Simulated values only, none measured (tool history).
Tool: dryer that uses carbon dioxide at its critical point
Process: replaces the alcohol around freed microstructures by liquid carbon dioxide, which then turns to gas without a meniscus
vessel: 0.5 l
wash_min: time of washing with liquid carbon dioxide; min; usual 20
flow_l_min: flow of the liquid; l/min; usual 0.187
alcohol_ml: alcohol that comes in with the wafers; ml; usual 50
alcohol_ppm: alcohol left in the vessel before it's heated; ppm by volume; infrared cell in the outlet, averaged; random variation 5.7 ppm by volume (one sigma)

| run | hour | wash_min | flow_l_min | alcohol_ml | alcohol_ppm |
|---|---|---|---|---|---|
| 1 | 0.0 | 20 | 0.187 | 50 | 291 |
| 2 | 11.8 | 13 | 0.187 | 50 | 2137 |
| 3 | 19.8 | 16 | 0.187 | 50 | 991 |
| 4 | 28.0 | 16 | 0.187 | 50 | 971 |
| 5 | 37.4 | 16 | 0.187 | 50 | 964 |
| 6 | 42.8 | 20 | 0.116 | 50 | 2778 |
| 7 | 52.0 | 20 | 0.116 | 50 | 2832 |
| 8 | 62.2 | 20 | 0.116 | 50 | 2833 |
| 9 | 74.0 | 20 | 0.116 | 50 | 2831 |
| 10 | 86.3 | 20 | 0.116 | 50 | 2871 |
| 11 | 99.5 | 20 | 0.116 | 50 | 2970 |
| 12 | 109.0 | 20 | 0.112 | 50 | 3332 |
| 13 | 120.8 | 20 | 0.187 | 50 | 385 |
| 14 | 130.4 | 20 | 0.187 | 25 | 205 |
| 15 | 142.6 | 32 | 0.187 | 25 | 56 |
| 16 | 154.3 | 19 | 0.187 | 25 | 290 |
| 17 | 167.2 | 20 | 0.187 | 50 | 414 |
| 18 | 173.1 | 20 | 0.187 | 50 | 395 |
| 19 | 181.8 | 24 | 0.168 | 50 | 279 |
| 20 | 193.8 | 20 | 0.187 | 21 | 202 |
| 21 | 201.6 | 17 | 0.277 | 84 | 193 |
| 22 | 213.4 | 24 | 0.175 | 114 | 247 |
| 23 | 220.8 | 24 | 0.175 | 114 | 241 |
| 24 | 228.7 | 15 | 0.154 | 50 | 2117 |
| 25 | 241.0 | 14 | 0.154 | 50 | 2787 |
| 26 | 249.5 | 18 | 0.187 | 50 | 409 |
| 27 | 260.6 | 18 | 0.187 | 50 | 412 |
| 28 | 267.6 | 13 | 0.312 | 50 | 164 |
| 29 | 277.1 | 24 | 0.120 | 109 | 1913 |
| 30 | 289.8 | 24 | 0.113 | 21 | 557 |
| 31 | 295.3 | 23 | 0.155 | 33 | 237 |
| 32 | 306.7 | 20 | 0.187 | 33 | 197 |
| 33 | 316.7 | 25 | 0.299 | 54 | 61 |
| 34 | 327.0 | 25 | 0.299 | 54 | 56 |
| 35 | 336.7 | 18 | 0.167 | 54 | 859 |
| 36 | 347.3 | 18 | 0.167 | 54 | 846 |

Taken out of this log: 1 entry between the listed runs. Where each belongs, and how the hidden state differs across it:
Between runs 21 and 22: inlet filter changed (hour 211.1)
  flow that reaches the vessel past the clogged filter, %: 88.1 -> 99.7; alcohol in the recycled carbon dioxide, ppm: 50.8 -> 51.8
  measured less the result without the state, alcohol_ppm: +132 -> +52 ppm by volume
